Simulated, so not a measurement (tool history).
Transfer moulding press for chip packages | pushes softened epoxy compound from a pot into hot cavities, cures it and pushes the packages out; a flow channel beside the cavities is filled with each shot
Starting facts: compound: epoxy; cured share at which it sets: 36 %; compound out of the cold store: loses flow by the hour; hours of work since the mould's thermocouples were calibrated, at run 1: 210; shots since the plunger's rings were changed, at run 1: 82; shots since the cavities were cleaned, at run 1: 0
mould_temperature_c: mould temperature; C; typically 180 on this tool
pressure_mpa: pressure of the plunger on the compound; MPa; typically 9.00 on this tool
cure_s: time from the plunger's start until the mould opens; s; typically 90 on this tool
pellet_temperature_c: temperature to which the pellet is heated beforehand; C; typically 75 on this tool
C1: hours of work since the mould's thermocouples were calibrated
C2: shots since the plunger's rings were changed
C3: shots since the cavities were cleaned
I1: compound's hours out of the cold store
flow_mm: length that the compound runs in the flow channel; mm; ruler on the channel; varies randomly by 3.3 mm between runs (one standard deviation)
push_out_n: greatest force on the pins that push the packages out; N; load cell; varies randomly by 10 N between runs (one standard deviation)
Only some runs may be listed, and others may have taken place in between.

{"run": 1, "hour": 0.0, "mould_temperature_c": 180, "pressure_mpa": 9.0, "cure_s": 90, "pellet_temperature_c": 75, "C1": 210, "C2": 82, "C3": 0, "I1": 41.2, "flow_mm": 659, "push_out_n": 434}
{"run": 2, "hour": 20.7, "mould_temperature_c": 180, "pressure_mpa": 9.0, "cure_s": 90, "pellet_temperature_c": 75, "C1": 223, "C2": 311, "C3": 229, "I1": 22.7, "flow_mm": 706, "push_out_n": 476}
{"run": 3, "hour": 31.2, "mould_temperature_c": 180, "pressure_mpa": 9.0, "cure_s": 90, "pellet_temperature_c": 75, "C1": 230, "C2": 427, "C3": 345, "I1": 36.9, "flow_mm": 671, "push_out_n": 458}
{"hour": 44.9, "done": "cavities cleaned with cleaning compound and waxed"}
{"run": 4, "hour": 48.3, "mould_temperature_c": 180, "pressure_mpa": 9.0, "cure_s": 90, "pellet_temperature_c": 75, "C1": 239, "C2": 599, "C3": 38, "I1": 12.5, "flow_mm": 725, "push_out_n": 479}
{"run": 5, "hour": 62.2, "mould_temperature_c": 180, "pressure_mpa": 9.0, "cure_s": 90, "pellet_temperature_c": 75, "C1": 248, "C2": 751, "C3": 190, "I1": 29.2, "flow_mm": 679, "push_out_n": 445}
{"run": 6, "hour": 74.1, "mould_temperature_c": 180, "pressure_mpa": 9.0, "cure_s": 90, "pellet_temperature_c": 75, "C1": 255, "C2": 883, "C3": 322, "I1": 38.1, "flow_mm": 663, "push_out_n": 438}
{"hour": 89.5, "done": "cavities cleaned with cleaning compound and waxed"}
{"run": 7, "hour": 91.1, "mould_temperature_c": 180, "pressure_mpa": 9.0, "cure_s": 90, "pellet_temperature_c": 75, "C1": 265, "C2": 1054, "C3": 17, "I1": 24.1, "flow_mm": 694, "push_out_n": 458}
{"run": 8, "hour": 102.6, "mould_temperature_c": 180, "pressure_mpa": 9.0, "cure_s": 90, "pellet_temperature_c": 75, "C1": 272, "C2": 1181, "C3": 144, "I1": 30.7, "flow_mm": 685, "push_out_n": 471}
{"run": 9, "hour": 114.5, "mould_temperature_c": 180, "pressure_mpa": 9.0, "cure_s": 90, "pellet_temperature_c": 75, "C1": 279, "C2": 1312, "C3": 275, "I1": 23.9, "flow_mm": 701, "push_out_n": 462}
{"run": 10, "hour": 131.2, "mould_temperature_c": 180, "pressure_mpa": 9.0, "cure_s": 90, "pellet_temperature_c": 75, "C1": 290, "C2": 1496, "C3": 459, "I1": 29.6, "flow_mm": 690, "push_out_n": 456}
{"hour": 134.4, "done": "cavities cleaned with cleaning compound and waxed"}
{"run": 11, "hour": 152.9, "mould_temperature_c": 180, "pressure_mpa": 9.0, "cure_s": 90, "pellet_temperature_c": 75, "C1": 302, "C2": 1718, "C3": 204, "I1": 16.4, "flow_mm": 714, "push_out_n": 473}
{"run": 12, "hour": 169.7, "mould_temperature_c": 180, "pressure_mpa": 9.0, "cure_s": 90, "pellet_temperature_c": 75, "C1": 313, "C2": 1904, "C3": 390, "I1": 22.1, "flow_mm": 700, "push_out_n": 469}
{"hour": 178.9, "done": "cavities cleaned with cleaning compound and waxed"}
{"run": 13, "hour": 181.3, "mould_temperature_c": 180, "pressure_mpa": 9.0, "cure_s": 90, "pellet_temperature_c": 75, "C1": 319, "C2": 2015, "C3": 27, "I1": 17.9, "flow_mm": 709, "push_out_n": 459}
{"run": 14, "hour": 190.0, "mould_temperature_c": 180, "pressure_mpa": 9.0, "cure_s": 90, "pellet_temperature_c": 75, "C1": 324, "C2": 2111, "C3": 123, "I1": 46.4, "flow_mm": 643, "push_out_n": 451}
{"run": 15, "hour": 200.3, "mould_temperature_c": 180, "pressure_mpa": 9.0, "cure_s": 90, "pellet_temperature_c": 75, "C1": 331, "C2": 2225, "C3": 237, "I1": 27.4, "flow_mm": 686, "push_out_n": 448}
{"hour": 209.4, "done": "mould's thermocouples calibrated"}
{"run": 16, "hour": 221.3, "mould_temperature_c": 180, "pressure_mpa": 9.0, "cure_s": 90, "pellet_temperature_c": 81, "C1": 7, "C2": 2434, "C3": 446, "I1": 42.4, "flow_mm": 655, "push_out_n": 437}
{"hour": 225.6, "done": "cavities cleaned with cleaning compound and waxed"}
{"run": 17, "hour": 242.6, "mould_temperature_c": 180, "pressure_mpa": 9.0, "cure_s": 90, "pellet_temperature_c": 81, "C1": 20, "C2": 2652, "C3": 187, "I1": 16.0, "flow_mm": 711, "push_out_n": 471}
{"run": 18, "hour": 252.1, "mould_temperature_c": 176, "pressure_mpa": 6.97, "cure_s": 90, "pellet_temperature_c": 75, "C1": 26, "C2": 2757, "C3": 292, "I1": 23.1, "flow_mm": 627, "push_out_n": 625}
{"run": 19, "hour": 266.6, "mould_temperature_c": 176, "pressure_mpa": 6.97, "cure_s": 90, "pellet_temperature_c": 75, "C1": 35, "C2": 2917, "C3": 452, "I1": 31.1, "flow_mm": 618, "push_out_n": 627}
{"hour": 270.5, "done": "cavities cleaned with cleaning compound and waxed"}
{"run": 20, "hour": 282.7, "mould_temperature_c": 182, "pressure_mpa": 6.97, "cure_s": 109, "pellet_temperature_c": 71, "C1": 44, "C2": 3078, "C3": 134, "I1": 11.2, "flow_mm": 632, "push_out_n": 337}
{"hour": 292.6, "done": "plunger's sealing rings changed"}
{"run": 21, "hour": 301.5, "mould_temperature_c": 182, "pressure_mpa": 6.97, "cure_s": 97, "pellet_temperature_c": 67, "C1": 54, "C2": 98, "C3": 313, "I1": 22.9, "flow_mm": 610, "push_out_n": 363}
{"run": 22, "hour": 314.0, "mould_temperature_c": 186, "pressure_mpa": 8.08, "cure_s": 94, "pellet_temperature_c": 84, "C1": 62, "C2": 236, "C3": 451, "I1": 28.1, "flow_mm": 637, "push_out_n": 331}
{"hour": 318.1, "done": "cavities cleaned with cleaning compound and waxed"}
{"run": 23, "hour": 327.7, "mould_temperature_c": 176, "pressure_mpa": 7.08, "cure_s": 90, "pellet_temperature_c": 75, "C1": 69, "C2": 370, "C3": 105, "I1": 27.6, "flow_mm": 618, "push_out_n": 625}
{"run": 24, "hour": 340.0, "mould_temperature_c": 180, "pressure_mpa": 9.0, "cure_s": 108, "pellet_temperature_c": 75, "C1": 77, "C2": 507, "C3": 242, "I1": 18.7, "flow_mm": 711, "push_out_n": 359}
{"run": 25, "hour": 348.8, "mould_temperature_c": 172, "pressure_mpa": 9.4, "cure_s": 90, "pellet_temperature_c": 75, "C1": 82, "C2": 604, "C3": 339, "I1": 11.8, "flow_mm": 774, "push_out_n": 899}
{"run": 26, "hour": 360.1, "mould_temperature_c": 184, "pressure_mpa": 9.4, "cure_s": 90, "pellet_temperature_c": 82, "C1": 89, "C2": 728, "C3": 463, "I1": 15.4, "flow_mm": 719, "push_out_n": 381}
{"hour": 362.8, "done": "cavities cleaned with cleaning compound and waxed"}
{"run": 27, "hour": 372.9, "mould_temperature_c": 184, "pressure_mpa": 9.4, "cure_s": 90, "pellet_temperature_c": 82, "C1": 96, "C2": 853, "C3": 111, "I1": 27.9, "flow_mm": 689, "push_out_n": 363}

Below are 3 alternative next runs, each starting from the tool's condition after run 27. Predict each:
{"run": "A", "hour": 383.2, "mould_temperature_c": 181, "pressure_mpa": 9.0, "cure_s": 85, "pellet_temperature_c": 78, "C1": 103, "C2": 966, "C3": 224, "I1": 21.0, "flow_mm": "?", "push_out_n": "?"}
{"run": "B", "hour": 383.2, "mould_temperature_c": 187, "pressure_mpa": 9.0, "cure_s": 103, "pellet_temperature_c": 77, "C1": 103, "C2": 966, "C3": 224, "I1": 22.8, "flow_mm": "?", "push_out_n": "?"}
{"run": "C", "hour": 383.2, "mould_temperature_c": 180, "pressure_mpa": 9.4, "cure_s": 90, "pellet_temperature_c": 82, "C1": 103, "C2": 966, "C3": 224, "I1": 23.2, "flow_mm": "?", "push_out_n": "?"}

run=A flow_mm=701 push_out_n=469
run=B flow_mm=677 push_out_n=317
run=C flow_mm=715 push_out_n=466
The same runs, with their run-to-run variation unchanged, on a tool lacking any hidden condition would have given:
run=A flow_mm=702 push_out_n=465
run=B flow_mm=677 push_out_n=314
run=C flow_mm=715 push_out_n=462

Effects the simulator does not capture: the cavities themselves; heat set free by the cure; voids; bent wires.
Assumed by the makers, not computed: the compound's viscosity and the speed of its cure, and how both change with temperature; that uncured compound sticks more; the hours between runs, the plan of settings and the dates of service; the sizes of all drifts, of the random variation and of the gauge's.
